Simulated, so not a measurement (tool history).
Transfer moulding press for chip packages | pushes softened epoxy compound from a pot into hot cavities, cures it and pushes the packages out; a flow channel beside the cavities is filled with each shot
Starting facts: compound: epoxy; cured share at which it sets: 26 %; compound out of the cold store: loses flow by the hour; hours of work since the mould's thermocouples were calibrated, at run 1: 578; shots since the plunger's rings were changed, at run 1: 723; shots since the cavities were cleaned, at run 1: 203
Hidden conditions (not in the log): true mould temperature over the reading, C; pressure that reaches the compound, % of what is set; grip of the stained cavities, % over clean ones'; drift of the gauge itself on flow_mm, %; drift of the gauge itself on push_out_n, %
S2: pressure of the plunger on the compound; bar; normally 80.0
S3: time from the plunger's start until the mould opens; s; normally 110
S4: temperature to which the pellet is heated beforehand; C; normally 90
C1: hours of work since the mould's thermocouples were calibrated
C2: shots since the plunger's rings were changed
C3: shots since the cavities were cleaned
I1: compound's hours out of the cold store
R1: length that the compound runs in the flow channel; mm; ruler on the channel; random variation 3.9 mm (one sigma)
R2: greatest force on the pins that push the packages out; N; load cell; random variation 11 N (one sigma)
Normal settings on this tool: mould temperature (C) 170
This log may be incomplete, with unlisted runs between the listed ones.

Run 1, hour 0.0: usual settings; C1 578; C2 723; C3 203; I1 26.6. Result: R1 898 mm, R2 767 N.
Run 2, hour 16.6: usual settings; C1 591; C2 939; C3 419; I1 26.8. Result: R1 894 mm, R2 932 N.
Run 3, hour 34.3: usual settings; C1 605; C2 1170; C3 650; I1 23.6. Result: R1 914 mm, R2 997 N.
At hour 40.0: cavities cleaned with cleaning compound and waxed.
Run 4, hour 46.9: usual settings; C1 613; C2 1315; C3 91; I1 18.8. Result: R1 948 mm, R2 1234 N.
Run 5, hour 59.4: usual settings; C1 623; C2 1477; C3 253; I1 24.0. Result: R1 906 mm, R2 1234 N.
Run 6, hour 79.5: usual settings but S4 83 C; C1 638; C2 1740; C3 516; I1 37.4. Result: R1 813 mm, R2 1150 N.
At hour 91.5: mould's thermocouples calibrated.
At hour 97.6: cavities cleaned with cleaning compound and waxed.
Run 7, hour 102.2: usual settings but S4 83 C; C1 7; C2 1989; C3 60; I1 20.5. Result: R1 930 mm, R2 627 N.
At hour 113.4: cavities cleaned with cleaning compound and waxed, once more.
Run 8, hour 115.0: usual settings but mould temperature (C) 171, S4 83 C; C1 16; C2 2137; C3 21; I1 35.8. Result: R1 824 mm, R2 524 N.
Run 9, hour 135.8: usual settings but mould temperature (C) 165; C1 32; C2 2408; C3 292; I1 16.8. Result: R1 949 mm, R2 1118 N.
Run 10, hour 148.4: usual settings but S2 85.8 bar; C1 42; C2 2572; C3 456; I1 44.3. Result: R1 788 mm, R2 957 N.
Run 11, hour 160.7: usual settings but S4 98 C; C1 51; C2 2733; C3 617; I1 23.2. Result: R1 899 mm, R2 1003 N.
At hour 169.9: cavities cleaned with cleaning compound and waxed.
Run 12, hour 174.2: usual settings but mould temperature (C) 166, S4 98 C; C1 60; C2 2888; C3 55; I1 26.8. Result: R1 882 mm, R2 697 N.
Run 13, hour 194.9: usual settings but S3 104 s; C1 76; C2 3158; C3 325; I1 33.8. Result: R1 822 mm, R2 925 N.
Run 14, hour 213.8: usual settings but S3 93 s; C1 91; C2 3404; C3 571; I1 20.0. Result: R1 921 mm, R2 1441 N.
At hour 225.9: cavities cleaned with cleaning compound and waxed.
Run 15, hour 236.7: usual settings but mould temperature (C) 171, S2 62.6 bar, S3 93 s, S4 83 C; C1 108; C2 3684; C3 142; I1 15.8. Result: R1 828 mm, R2 915 N.
At hour 257.8: plunger's sealing rings changed.
Run 16, hour 259.8: usual settings but mould temperature (C) 171, S2 62.6 bar, S3 93 s, S4 83 C; C1 123; C2 26; C3 410; I1 34.8. Result: R1 752 mm, R2 1178 N.
Run 17, hour 278.4: usual settings but mould temperature (C) 178, S3 117 s; C1 138; C2 268; C3 652; I1 39.7. Result: R1 806 mm, R2 926 N.
At hour 283.2: cavities cleaned with cleaning compound and waxed.
Run 18, hour 296.5: usual settings but S2 60.7 bar, S3 133 s, S4 81 C; C1 151; C2 485; C3 173; I1 37.3. Result: R1 719 mm, R2 666 N.
Run 19, hour 316.1: usual settings but S2 60.7 bar, S3 140 s, S4 81 C; C1 166; C2 741; C3 429; I1 34.1. Result: R1 735 mm, R2 829 N.
Run 20, hour 332.5: usual settings but mould temperature (C) 176, S3 107 s; C1 179; C2 955; C3 643; I1 8.4. Result: R1 1022 mm, R2 917 N.

Expected results for the next run?
At hour 338.2: cavities cleaned with cleaning compound and waxed.
Run 21, hour 350.3: usual settings but S3 127 s; C1 191; C2 1167; C3 158; I1 10.8. Result: R1 ?, R2 ?.

Run 21 gave R1 1007 mm, R2 627 N.
Without the tool's hidden state the same run would have given R1 1023 mm, R2 435 N.
